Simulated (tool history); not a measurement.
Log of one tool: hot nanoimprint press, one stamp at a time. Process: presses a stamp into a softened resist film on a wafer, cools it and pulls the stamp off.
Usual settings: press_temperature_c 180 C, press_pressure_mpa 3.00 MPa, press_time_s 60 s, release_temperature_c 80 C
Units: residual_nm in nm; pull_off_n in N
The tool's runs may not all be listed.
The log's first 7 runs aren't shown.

| run | day | press_temperature_c | press_pressure_mpa | press_time_s | release_temperature_c | hours of work since the thermocouple was calibrated | imprints on the stamp's release coat | hours of work since the press's seals were changed | residual_nm | pull_off_n |
|---|---|---|---|---|---|---|---|---|---|---|
| 8 | 5.950 | 180 | 3.00 | 60 | 72 | 222 | 412 | 419 | 85.1 | 267 |
| 9 | 7.088 | 188 | 3.00 | 60 | 80 | 240 | 532 | 437 | 65.1 | 217 |
| 10 | 8.229 | 188 | 3.00 | 60 | 80 | 259 | 652 | 455 | 63.6 | 224 |
| 11 | 9.246 | 188 | 3.00 | 66 | 80 | 275 | 759 | 472 | 62.3 | 220 |
| 12 | 10.504 | 180 | 3.00 | 60 | 81 | 295 | 891 | 492 | 83.7 | 218 |
|  | 11.029 | stamp cleaned and given a new release coat |
| 13 | 11.958 | 180 | 3.00 | 60 | 81 | 314 | 98 | 511 | 83.1 | 196 |
| 14 | 12.746 | 180 | 3.00 | 60 | 81 | 327 | 180 | 524 | 82.7 | 199 |
| 15 | 13.683 | 180 | 3.00 | 60 | 81 | 342 | 279 | 539 | 83.6 | 204 |
| 16 | 14.438 | 188 | 2.66 | 37 | 65 | 354 | 359 | 551 | 82.5 | 310 |
|  | 14.658 | plate thermocouple calibrated |
| 17 | 15.121 | 170 | 2.43 | 91 | 66 | 7 | 417 | 560 | 107.8 | 300 |
| 18 | 15.958 | 175 | 1.99 | 60 | 80 | 21 | 505 | 573 | 113.4 | 213 |
| 19 | 16.754 | 180 | 2.72 | 60 | 78 | 34 | 589 | 586 | 84.4 | 223 |
| 20 | 17.296 | 180 | 3.00 | 60 | 82 | 42 | 646 | 595 | 81.0 | 193 |
| 21 | 18.017 | 189 | 2.00 | 81 | 70 | 54 | 721 | 606 | 65.6 | 283 |
|  | 18.967 | plate thermocouple calibrated, once more |
| 22 | 19.029 | 189 | 2.00 | 81 | 70 | 1 | 815 | 621 | 71.6 | 298 |
| 23 | 19.850 | 169 | 3.00 | 60 | 80 | 14 | 901 | 634 | 125.8 | 233 |
|  | 20.292 | stamp cleaned and given a new release coat |
| 24 | 21.212 | 181 | 3.00 | 30 | 80 | 32 | 97 | 652 | 108.0 | 217 |
| 25 | 22.075 | 180 | 4.69 | 60 | 74 | 46 | 188 | 665 | 70.6 | 254 |
| 26 | 23.125 | 180 | 4.69 | 60 | 74 | 63 | 298 | 682 | 70.1 | 254 |
| 27 | 23.775 | 180 | 2.54 | 60 | 80 | 73 | 366 | 693 | 94.0 | 220 |

Forecast run 28:
| 28 | 24.729 | 180 | 2.54 | 60 | 80 | 88 | 467 | 708 | ? | ? |

residual_nm: 94.3 nm
pull_off_n: 222 N
Without the tool's hidden state the same run would have given residual_nm 94.7 nm, pull_off_n 213 N.
